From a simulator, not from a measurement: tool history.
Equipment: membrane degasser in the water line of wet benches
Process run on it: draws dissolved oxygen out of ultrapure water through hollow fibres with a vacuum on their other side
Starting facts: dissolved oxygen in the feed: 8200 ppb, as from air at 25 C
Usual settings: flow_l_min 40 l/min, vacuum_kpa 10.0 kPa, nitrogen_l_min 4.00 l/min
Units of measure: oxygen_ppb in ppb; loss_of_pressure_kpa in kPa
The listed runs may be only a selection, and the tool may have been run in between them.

Run 1, hour 0.0: usual settings. Result: oxygen_ppb 171.5 ppb, loss_of_pressure_kpa 53.16 kPa.
Run 2, hour 88.4: usual settings. Result: oxygen_ppb 171.3 ppb, loss_of_pressure_kpa 53.81 kPa.
Run 3, hour 217.6: usual settings. Result: oxygen_ppb 173.7 ppb, loss_of_pressure_kpa 54.02 kPa.
Run 4, hour 281.4: usual settings but flow_l_min 43 l/min. Result: oxygen_ppb 183.3 ppb, loss_of_pressure_kpa 57.64 kPa.
Run 5, hour 352.1: usual settings but flow_l_min 43 l/min. Result: oxygen_ppb 184.3 ppb, loss_of_pressure_kpa 58.00 kPa.
Run 6, hour 410.3: usual settings but flow_l_min 43 l/min. Result: oxygen_ppb 184.9 ppb, loss_of_pressure_kpa 57.73 kPa.
Run 7, hour 545.3: usual settings but flow_l_min 43 l/min. Result: oxygen_ppb 183.1 ppb, loss_of_pressure_kpa 57.89 kPa.
At hour 551.6: vacuum gauge calibrated.
Run 8, hour 608.2: usual settings but vacuum_kpa 13.6 kPa. Result: oxygen_ppb 258.4 ppb, loss_of_pressure_kpa 53.60 kPa.
Run 9, hour 672.3: usual settings but nitrogen_l_min 4.19 l/min. Result: oxygen_ppb 164.9 ppb, loss_of_pressure_kpa 53.62 kPa.
Run 10, hour 780.6: usual settings but nitrogen_l_min 2.35 l/min. Result: oxygen_ppb 271.8 ppb, loss_of_pressure_kpa 53.86 kPa.
Run 11, hour 887.8: usual settings but vacuum_kpa 11.4 kPa. Result: oxygen_ppb 204.8 ppb, loss_of_pressure_kpa 53.75 kPa.
Run 12, hour 1007.1: usual settings but flow_l_min 31 l/min, vacuum_kpa 11.6 kPa. Result: oxygen_ppb 161.8 ppb, loss_of_pressure_kpa 41.73 kPa.
Run 13, hour 1135.7: usual settings but flow_l_min 31 l/min, vacuum_kpa 11.6 kPa. Result: oxygen_ppb 164.8 ppb, loss_of_pressure_kpa 41.83 kPa.
At hour 1150.6: vacuum gauge calibrated, once more.
Run 14, hour 1254.8: usual settings but flow_l_min 31 l/min, vacuum_kpa 11.6 kPa, nitrogen_l_min 1.76 l/min. Result: oxygen_ppb 338.0 ppb, loss_of_pressure_kpa 41.66 kPa.
Run 15, hour 1364.7: usual settings but flow_l_min 32 l/min, vacuum_kpa 11.3 kPa, nitrogen_l_min 8.47 l/min. Result: oxygen_ppb 84.1 ppb, loss_of_pressure_kpa 43.30 kPa.
Run 16, hour 1428.6: usual settings but flow_l_min 45 l/min, vacuum_kpa 17.0 kPa, nitrogen_l_min 5.46 l/min. Result: oxygen_ppb 280.7 ppb, loss_of_pressure_kpa 60.91 kPa.
Run 17, hour 1510.7: usual settings but flow_l_min 45 l/min, vacuum_kpa 17.0 kPa, nitrogen_l_min 5.46 l/min. Result: oxygen_ppb 281.6 ppb, loss_of_pressure_kpa 60.82 kPa.
Run 18, hour 1611.5: usual settings but flow_l_min 45 l/min, vacuum_kpa 15.5 kPa, nitrogen_l_min 5.82 l/min. Result: oxygen_ppb 237.7 ppb, loss_of_pressure_kpa 60.89 kPa.
Run 19, hour 1671.6: usual settings but flow_l_min 33 l/min, vacuum_kpa 18.5 kPa, nitrogen_l_min 1.91 l/min. Result: oxygen_ppb 576.4 ppb, loss_of_pressure_kpa 44.57 kPa.
Run 20, hour 1779.8: usual settings but flow_l_min 35 l/min, vacuum_kpa 8.7 kPa, nitrogen_l_min 11.05 l/min. Result: oxygen_ppb 53.0 ppb, loss_of_pressure_kpa 47.54 kPa.
Run 21, hour 1846.1: usual settings but flow_l_min 35 l/min, vacuum_kpa 8.7 kPa, nitrogen_l_min 11.05 l/min. Result: oxygen_ppb 52.8 ppb, loss_of_pressure_kpa 47.48 kPa.

Branching from run 21: 4 alternative next runs. What would each branch give?
Run A, hour 1967.7: usual settings but flow_l_min 42 l/min, vacuum_kpa 24.7 kPa, nitrogen_l_min 6.27 l/min. Result: oxygen_ppb ?, loss_of_pressure_kpa ?.
Run B, hour 1967.7: usual settings but flow_l_min 62 l/min, vacuum_kpa 18.2 kPa, nitrogen_l_min 2.44 l/min. Result: oxygen_ppb ?, loss_of_pressure_kpa ?.
Run C, hour 1967.7: usual settings but flow_l_min 60 l/min, vacuum_kpa 12.9 kPa, nitrogen_l_min 11.05 l/min. Result: oxygen_ppb ?, loss_of_pressure_kpa ?.
Run D, hour 1967.7: usual settings but nitrogen_l_min 3.79 l/min. Result: oxygen_ppb ?, loss_of_pressure_kpa ?.

run  oxygen_ppb  loss_of_pressure_kpa
  A       349.9                 56.81
  B       802.4                 84.37
  C       157.4                 81.48
  D       178.5                 54.00
With the hidden condition removed and each run's random variation left untouched, the same runs would have given:
run  oxygen_ppb  loss_of_pressure_kpa
  A       345.5                 55.56
  B       795.0                 82.53
  C       152.6                 79.71
  D       174.7                 52.82
